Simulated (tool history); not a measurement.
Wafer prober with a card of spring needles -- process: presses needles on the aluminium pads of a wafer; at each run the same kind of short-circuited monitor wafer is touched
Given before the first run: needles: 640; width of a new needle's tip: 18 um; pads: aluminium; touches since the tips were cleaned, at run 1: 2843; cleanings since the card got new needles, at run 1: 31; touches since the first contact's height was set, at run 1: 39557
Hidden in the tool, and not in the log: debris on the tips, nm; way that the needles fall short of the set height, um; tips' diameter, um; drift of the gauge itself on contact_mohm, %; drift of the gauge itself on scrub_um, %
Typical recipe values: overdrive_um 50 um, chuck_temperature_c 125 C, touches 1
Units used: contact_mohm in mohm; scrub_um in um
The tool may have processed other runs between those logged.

run	hour	overdrive_um	chuck_temperature_c	touches	touches since the tips were cleaned	cleanings since the card got new needles	touches since the first contact's height was set	contact_mohm	scrub_um
1	0	50	125	1	2843	31	39557	300	12.31
# hour 3: tips cleaned on abrasive film
2	9.5	50	125	1	1529	32	41764	298	12.27
# hour 18.2: tips cleaned on abrasive film
3	23.4	50	125	1	1214	33	44991	295	12.23
# hour 33.7: tips cleaned on abrasive film
4	38.1	50	125	1	1025	34	48403	294	12.23
# hour 49: tips cleaned on abrasive film
5	49	50	125	1	0	35	50931	295	12.31
6	61.4	50	125	1	2911	35	53842	296	12.29
# hour 65.3: tips cleaned on abrasive film
# hour 80: tips cleaned on abrasive film
7	80	50	125	1	0	37	58144	298	12.31
8	90.4	50	125	1	2441	37	60585	297	12.33
# hour 96.1: tips cleaned on abrasive film
9	98.4	50	125	1	534	38	62419	291	12.36
# hour 111.5: tips cleaned on abrasive film
10	111.9	50	125	1	93	39	65559	291	12.3
11	122.3	50	125	1	2530	39	67996	298	12.32
# hour 126.3: tips cleaned on abrasive film
12	131.6	50	125	1	1253	40	70157	294	12.35
# hour 141.7: tips cleaned on abrasive film
13	146.4	50	125	1	1100	41	73599	295	12.4
# hour 157.4: tips cleaned on abrasive film
14	162.6	50	79	1	1201	42	77350	284	12.37
# hour 172.7: tips cleaned on abrasive film
15	178.3	50	79	1	1322	43	81011	284	12.37
# hour 188.1: tips cleaned on abrasive film
16	194.1	50	79	1	1405	44	84679	277	12.42
# hour 202.8: tips cleaned on abrasive film
# hour 209.5: height of the first contact set anew
17	211.6	50	79	1	1989	45	490	285	12.43
# hour 217.8: tips cleaned on abrasive film
18	221.9	50	79	1	961	46	2882	285	12.38
# hour 233.4: tips cleaned on abrasive film
19	238.3	36	30	2	1159	47	6694	279	8.98
# hour 249.2: tips cleaned on abrasive film
20	256.3	36	30	2	1665	48	10888	279	8.95
# hour 259.8: gauge calibrated
# hour 264: tips cleaned on abrasive film
21	270.2	36	30	2	1467	49	14115	271	8.75
# hour 278.8: tips cleaned on abrasive film
22	282.3	36	30	2	820	50	16918	273	8.81
# hour 294.8: tips cleaned on abrasive film
23	296.6	36	30	2	429	51	20242	272	8.82
# hour 309.5: tips cleaned on abrasive film
24	311	40	73	2	348	52	23583	290	9.82
25	320.2	50	34	1	2507	52	25742	270	12.25
# hour 324.7: tips cleaned on abrasive film
26	335.7	46	66	3	2575	53	29347	276	11.34
# hour 340: tips cleaned on abrasive film
27	345.2	46	66	3	1216	54	31548	280	11.35
# hour 355.6: tips cleaned on abrasive film
28	357.8	46	66	3	522	55	34467	283	11.37
# hour 370.9: tips cleaned on abrasive film
29	372.9	54	46	3	481	56	37988	272	13.37
# hour 386.6: tips cleaned on abrasive film
30	392.4	61	44	1	1359	57	42529	269	15.08
# hour 401.9: tips cleaned on abrasive film
31	407.7	48	125	2	1370	58	46081	299	11.89
32	416.1	61	113	3	3338	58	48049	288	15.05
# hour 417.8: tips cleaned on abrasive film
33	428.9	61	113	3	2603	59	51029	288	15.12

Predict each of these 3 candidate next runs independently; none follows another, all start after run 33:
# hour 433.6: tips cleaned on abrasive film
A	447.7	37	125	1	3303	60	55395	?	?
# hour 433.6: tips cleaned on abrasive film
B	447.7	40	103	3	3303	60	55395	?	?
# hour 433.6: tips cleaned on abrasive film
C	447.7	35	26	1	3303	60	55395	?	?

run	contact_mohm	scrub_um
A	305	9.18
B	295	9.94
C	274	8.64
Without the tool's hidden state the same runs would have given:
run	contact_mohm	scrub_um
A	304	9.08
B	294	9.83
C	273	8.54
